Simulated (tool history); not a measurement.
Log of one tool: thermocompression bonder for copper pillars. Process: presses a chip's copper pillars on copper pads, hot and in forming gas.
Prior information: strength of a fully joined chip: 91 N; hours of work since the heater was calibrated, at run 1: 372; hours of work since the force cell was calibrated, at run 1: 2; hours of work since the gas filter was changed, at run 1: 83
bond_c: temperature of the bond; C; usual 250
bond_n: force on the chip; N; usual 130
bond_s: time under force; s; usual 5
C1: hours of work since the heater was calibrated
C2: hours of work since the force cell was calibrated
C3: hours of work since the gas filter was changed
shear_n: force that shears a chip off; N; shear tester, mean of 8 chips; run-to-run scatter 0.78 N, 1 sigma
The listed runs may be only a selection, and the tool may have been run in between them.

run 1 day=0 | bond_c=250 bond_n=130 bond_s=5 | C1=372 C2=2 C3=83 | shear_n=59.4
run 2 day=0.204 | bond_c=251 bond_n=130 bond_s=5 | C1=375 C2=5 C3=85 | shear_n=59.9
run 3 day=0.471 | bond_c=251 bond_n=130 bond_s=5 | C1=378 C2=9 C3=89 | shear_n=61.8
run 4 day=0.783 | bond_c=251 bond_n=130 bond_s=5 | C1=382 C2=13 C3=93 | shear_n=61.4
run 5 day=1.096 | bond_c=251 bond_n=130 bond_s=5 | C1=386 C2=17 C3=97 | shear_n=59.5
run 6 day=1.283 | bond_c=251 bond_n=137 bond_s=5 | C1=389 C2=19 C3=100 | shear_n=62.9
run 7 day=1.471 | bond_c=251 bond_n=137 bond_s=5 | C1=391 C2=22 C3=102 | shear_n=61.5
run 8 day=1.688 | bond_c=250 bond_n=130 bond_s=5 | C1=394 C2=25 C3=105 | shear_n=60.2
run 9 day=1.867 | bond_c=250 bond_n=130 bond_s=5 | C1=397 C2=27 C3=108 | shear_n=60.1
run 10 day=2.196 | bond_c=250 bond_n=130 bond_s=5 | C1=401 C2=32 C3=112 | shear_n=59
run 11 day=2.517 | bond_c=250 bond_n=130 bond_s=5 | C1=405 C2=36 C3=116 | shear_n=59.3
run 12 day=2.725 | bond_c=250 bond_n=130 bond_s=5 | C1=408 C2=39 C3=119 | shear_n=58.6
run 13 day=3.029 | bond_c=250 bond_n=130 bond_s=5 | C1=412 C2=43 C3=123 | shear_n=58.3
run 14 day=3.258 | bond_c=250 bond_n=130 bond_s=5 | C1=415 C2=46 C3=126 | shear_n=58.8
run 15 day=3.625 | bond_c=250 bond_n=130 bond_s=5 | C1=420 C2=51 C3=131 | shear_n=59.2
run 16 day=3.829 | bond_c=250 bond_n=130 bond_s=5 | C1=423 C2=53 C3=134 | shear_n=57.4
run 17 day=4.15 | bond_c=250 bond_n=96 bond_s=5 | C1=427 C2=58 C3=138 | shear_n=50.5
run 18 day=4.442 | bond_c=250 bond_n=96 bond_s=5 | C1=431 C2=61 C3=142 | shear_n=50.3
run 19 day=4.75 | bond_c=243 bond_n=128 bond_s=3 | C1=435 C2=65 C3=146 | shear_n=45.3
-- day=4.992 forming gas filter changed
run 20 day=5.121 | bond_c=224 bond_n=130 bond_s=11 | C1=440 C2=70 C3=2 | shear_n=57.8
run 21 day=5.429 | bond_c=264 bond_n=110 bond_s=5 | C1=444 C2=74 C3=6 | shear_n=68.1
run 22 day=5.683 | bond_c=236 bond_n=165 bond_s=5 | C1=447 C2=78 C3=9 | shear_n=60.2
-- day=5.8 heater calibrated with a thermocouple chip
run 23 day=6.112 | bond_c=236 bond_n=123 bond_s=4 | C1=4 C2=82 C3=14 | shear_n=50
run 24 day=6.425 | bond_c=262 bond_n=128 bond_s=12 | C1=8 C2=86 C3=18 | shear_n=82.6
run 25 day=6.692 | bond_c=250 bond_n=86 bond_s=5 | C1=12 C2=90 C3=21 | shear_n=52.6
run 26 day=6.921 | bond_c=250 bond_n=104 bond_s=5 | C1=15 C2=93 C3=25 | shear_n=57.8
run 27 day=7.192 | bond_c=250 bond_n=104 bond_s=5 | C1=19 C2=97 C3=28 | shear_n=58.4
run 28 day=7.546 | bond_c=250 bond_n=89 bond_s=5 | C1=23 C2=101 C3=33 | shear_n=53.7
run 29 day=7.854 | bond_c=250 bond_n=185 bond_s=7 | C1=27 C2=105 C3=37 | shear_n=78.5
-- day=7.983 heater calibrated with a thermocouple chip, once more
run 30 day=8.229 | bond_c=278 bond_n=106 bond_s=3 | C1=3 C2=109 C3=41 | shear_n=63
run 31 day=8.55 | bond_c=230 bond_n=130 bond_s=5 | C1=8 C2=113 C3=45 | shear_n=44.6
run 32 day=8.704 | bond_c=279 bond_n=160 bond_s=3 | C1=10 C2=115 C3=47 | shear_n=74.3
run 33 day=8.875 | bond_c=269 bond_n=96 bond_s=3 | C1=12 C2=118 C3=49 | shear_n=52.5
run 34 day=9.05 | bond_c=263 bond_n=105 bond_s=3 | C1=14 C2=120 C3=52 | shear_n=52.6
run 35 day=9.367 | bond_c=263 bond_n=169 bond_s=3 | C1=18 C2=124 C3=56 | shear_n=66.7

What would each run have given without the hidden state, its run-to-run variation left as it was?
The tool's hidden condition here consists of: true temperature of the bond over the reading, C; force that reaches the chip, % of what is set; oxide that the forming gas leaves, % of the face; drift of the gauge itself on shear_n, %.
run=1 shear_n=59.4
run=2 shear_n=60
run=3 shear_n=62
run=4 shear_n=61.8
run=5 shear_n=59.9
run=6 shear_n=63.6
run=7 shear_n=62.3
run=8 shear_n=60.8
run=9 shear_n=60.8
run=10 shear_n=59.8
run=11 shear_n=60.3
run=12 shear_n=59.6
run=13 shear_n=59.4
run=14 shear_n=60
run=15 shear_n=60.6
run=16 shear_n=58.9
run=17 shear_n=51.2
run=18 shear_n=51.1
run=19 shear_n=45.8
run=20 shear_n=52.9
run=21 shear_n=64.4
run=22 shear_n=55.9
run=23 shear_n=44.3
run=24 shear_n=80.1
run=25 shear_n=47.3
run=26 shear_n=52.6
run=27 shear_n=53.3
run=28 shear_n=48.6
run=29 shear_n=75.8
run=30 shear_n=64.8
run=31 shear_n=46.1
run=32 shear_n=76.8
run=33 shear_n=54.3
run=34 shear_n=54.4
run=35 shear_n=69.3
